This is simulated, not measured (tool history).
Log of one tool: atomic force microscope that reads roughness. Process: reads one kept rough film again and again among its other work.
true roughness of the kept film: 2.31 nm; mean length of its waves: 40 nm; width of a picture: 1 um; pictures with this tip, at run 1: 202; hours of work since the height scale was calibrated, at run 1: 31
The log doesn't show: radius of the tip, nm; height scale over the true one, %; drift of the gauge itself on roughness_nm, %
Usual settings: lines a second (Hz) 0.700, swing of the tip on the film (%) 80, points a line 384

run	hour	lines a second (Hz)	swing of the tip on the film (%)	points a line	pictures with this tip	hours of work since the height scale was calibrated	roughness of the kept film (nm (root mean square))
1	0.0	0.700	80	384	202	31	2.012
2	15.6	0.700	80	384	230	44	1.981
3	31.2	0.700	80	384	257	56	1.963
# hour 47.0: new tip fitted
4	47.3	0.700	80	384	1	68	2.163
5	59.9	0.700	80	348	23	78	2.131
6	72.9	0.700	80	805	45	89	2.129
7	89.4	0.700	80	805	74	102	2.103
8	98.9	0.700	80	805	91	109	2.094
9	110.2	0.700	80	805	111	118	2.066
10	123.9	0.700	80	805	134	129	2.061
11	138.1	0.700	80	805	159	140	2.028
12	146.1	0.700	80	384	173	147	2.012
13	156.5	1.080	80	666	191	155	1.993
# hour 159.2: height scale calibrated on a step standard
14	166.2	2.734	80	903	206	5	1.903
15	183.9	2.702	80	401	237	20	1.862
16	199.2	0.712	87	696	264	32	1.952
# hour 210.6: new tip fitted
17	218.0	0.712	87	696	13	46	2.157
# hour 238.0: height scale calibrated on a step standard, once more
18	238.0	0.712	87	696	46	0	2.111
19	251.7	0.712	87	696	70	11	2.064

Run 20 comes next. What will it give?
20	266.6	3.324	87	784	96	23	?

Run 20 gave roughness of the kept film (nm (root mean square)) 1.880.
Without the tool's hidden state the same run would have given roughness of the kept film (nm (root mean square)) 1.963.

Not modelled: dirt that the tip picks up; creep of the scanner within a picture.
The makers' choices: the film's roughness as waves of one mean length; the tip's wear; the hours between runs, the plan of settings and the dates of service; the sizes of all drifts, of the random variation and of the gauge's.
